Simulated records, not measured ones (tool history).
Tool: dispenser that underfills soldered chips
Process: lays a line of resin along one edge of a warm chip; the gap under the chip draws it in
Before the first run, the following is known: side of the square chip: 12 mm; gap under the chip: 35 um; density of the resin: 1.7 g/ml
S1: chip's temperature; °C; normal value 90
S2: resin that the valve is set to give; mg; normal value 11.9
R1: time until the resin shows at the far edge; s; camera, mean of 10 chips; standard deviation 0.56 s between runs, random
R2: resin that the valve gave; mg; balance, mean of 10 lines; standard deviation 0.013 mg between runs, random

{"run": 1, "hour": 0.0, "S1": 90, "S2": 11.9, "R1": 55.7, "R2": 11.75}
{"hour": 10.3, "done": "new syringe of resin"}
{"run": 2, "hour": 14.1, "S1": 90, "S2": 11.9, "R1": 58.6, "R2": 11.71}
{"hour": 23.4, "done": "new syringe of resin"}
{"run": 3, "hour": 23.4, "S1": 91, "S2": 11.9, "R1": 45.3, "R2": 11.68}
{"hour": 29.7, "done": "dispensing valve cleaned and set on the balance"}
{"run": 4, "hour": 31.0, "S1": 90, "S2": 11.9, "R1": 66, "R2": 11.85}
{"hour": 37.9, "done": "new syringe of resin"}
{"run": 5, "hour": 40.0, "S1": 90, "S2": 11.9, "R1": 53.9, "R2": 11.83}
{"hour": 50.8, "done": "new syringe of resin"}
{"run": 6, "hour": 54.0, "S1": 90, "S2": 11.9, "R1": 54.9, "R2": 11.81}
{"hour": 64.6, "done": "new syringe of resin"}
{"run": 7, "hour": 66.9, "S1": 104, "S2": 11.9, "R1": 34.6, "R2": 11.78}
{"run": 8, "hour": 76.4, "S1": 78, "S2": 11.9, "R1": 125.6, "R2": 11.78}
{"hour": 78.0, "done": "new syringe of resin"}
{"hour": 91.0, "done": "new syringe of resin"}
{"run": 9, "hour": 91.0, "S1": 78, "S2": 11.9, "R1": 69.9, "R2": 11.69}
{"run": 10, "hour": 98.1, "S1": 78, "S2": 11.9, "R1": 101.2, "R2": 11.68}
{"hour": 105.0, "done": "new syringe of resin"}
{"run": 11, "hour": 110.9, "S1": 78, "S2": 11.9, "R1": 91.3, "R2": 11.64}
{"hour": 113.8, "done": "dispensing valve cleaned and set on the balance"}
{"hour": 119.2, "done": "new syringe of resin"}
{"run": 12, "hour": 120.5, "S1": 90, "S2": 13.9, "R1": 47.3, "R2": 13.88}
{"hour": 132.2, "done": "new syringe of resin"}
{"run": 13, "hour": 133.5, "S1": 90, "S2": 13.9, "R1": 48, "R2": 13.83}
{"hour": 146.2, "done": "new syringe of resin"}
{"run": 14, "hour": 148.5, "S1": 90, "S2": 11.5, "R1": 52.9, "R2": 11.38}
{"run": 15, "hour": 155.1, "S1": 100, "S2": 11.9, "R1": 54.5, "R2": 11.79}
{"hour": 159.3, "done": "new syringe of resin"}
{"run": 16, "hour": 168.4, "S1": 90, "S2": 11.9, "R1": 73.2, "R2": 11.75}
{"hour": 172.9, "done": "new syringe of resin"}
{"run": 17, "hour": 179.2, "S1": 90, "S2": 11.9, "R1": 64.8, "R2": 11.7}
{"hour": 186.1, "done": "new syringe of resin"}
{"run": 18, "hour": 189.5, "S1": 84, "S2": 15.4, "R1": 64.4, "R2": 15.13}
{"hour": 198.3, "done": "dispensing valve cleaned and set on the balance"}
{"hour": 200.0, "done": "new syringe of resin"}
{"run": 19, "hour": 201.9, "S1": 88, "S2": 11, "R1": 54.4, "R2": 10.98}
{"run": 20, "hour": 210.2, "S1": 88, "S2": 12.8, "R1": 79.4, "R2": 12.75}
{"hour": 212.8, "done": "new syringe of resin"}
{"run": 21, "hour": 224.7, "S1": 90, "S2": 10.9, "R1": 86.8, "R2": 10.8}
{"hour": 226.5, "done": "new syringe of resin"}
{"run": 22, "hour": 231.9, "S1": 90, "S2": 10.9, "R1": 61.6, "R2": 10.8}
{"hour": 240.1, "done": "new syringe of resin"}
{"run": 23, "hour": 242.1, "S1": 77, "S2": 12.8, "R1": 77, "R2": 12.67}
{"run": 24, "hour": 250.8, "S1": 77, "S2": 11.2, "R1": 125.1, "R2": 11.07}
{"hour": 253.1, "done": "new syringe of resin"}
{"hour": 266.4, "done": "new syringe of resin"}
{"run": 25, "hour": 266.4, "S1": 101, "S2": 11.9, "R1": 33.3, "R2": 11.68}
{"run": 26, "hour": 278.2, "S1": 101, "S2": 11.9, "R1": 58, "R2": 11.67}
{"hour": 279.6, "done": "new syringe of resin"}
{"hour": 283.0, "done": "dispensing valve cleaned and set on the balance"}
{"run": 27, "hour": 289.9, "S1": 82, "S2": 11.4, "R1": 94.5, "R2": 11.37}
{"hour": 294.1, "done": "new syringe of resin"}
{"run": 28, "hour": 301.8, "S1": 83, "S2": 10.7, "R1": 87, "R2": 10.65}
{"hour": 307.0, "done": "new syringe of resin"}
{"run": 29, "hour": 315.5, "S1": 85, "S2": 12, "R1": 82.6, "R2": 11.89}
{"hour": 319.9, "done": "new syringe of resin"}
{"run": 30, "hour": 329.8, "S1": 76, "S2": 14.7, "R1": 115.3, "R2": 14.52}
{"hour": 333.3, "done": "new syringe of resin"}
{"run": 31, "hour": 340.6, "S1": 90, "S2": 12.8, "R1": 65.8, "R2": 12.63}
{"hour": 346.3, "done": "new syringe of resin"}
{"run": 32, "hour": 353.5, "S1": 98, "S2": 10.8, "R1": 53, "R2": 10.61}
{"hour": 359.4, "done": "new syringe of resin"}
{"run": 33, "hour": 364.9, "S1": 92, "S2": 11.9, "R1": 55.8, "R2": 11.65}
{"hour": 367.4, "done": "dispensing valve cleaned and set on the balance"}
{"hour": 374.5, "done": "new syringe of resin"}
{"run": 34, "hour": 374.5, "S1": 87, "S2": 10.6, "R1": 49, "R2": 10.61}

Pick out some run-to-run changes in R1. Of each, how much would a tool without hidden state show as well, from the settings, what came in and chance, and how much is left for the hidden state and any gauge scatter not in both results compared?
Hidden conditions of the tool in this case: resin's viscosity, % of fresh resin's; dose that the valve gives, % of what is set; true chip temperature over the reading, C; drift of the gauge itself on fill_s, %; drift of the gauge itself on given_mg, %.
Run 7 -> 8: S1 104 -> 78. R1 +91 s: hidden state +51.8, all else +39.2.
Run 8 -> 9: new syringe of resin, new syringe of resin. R1 -55.7 s: hidden state -55.6, all else -0.1.
Run 24 -> 25: S1 77 -> 101, S2 11.2 -> 11.9, new syringe of resin, new syringe of resin. R1 -91.8 s: hidden state -50.9, all else -40.9.
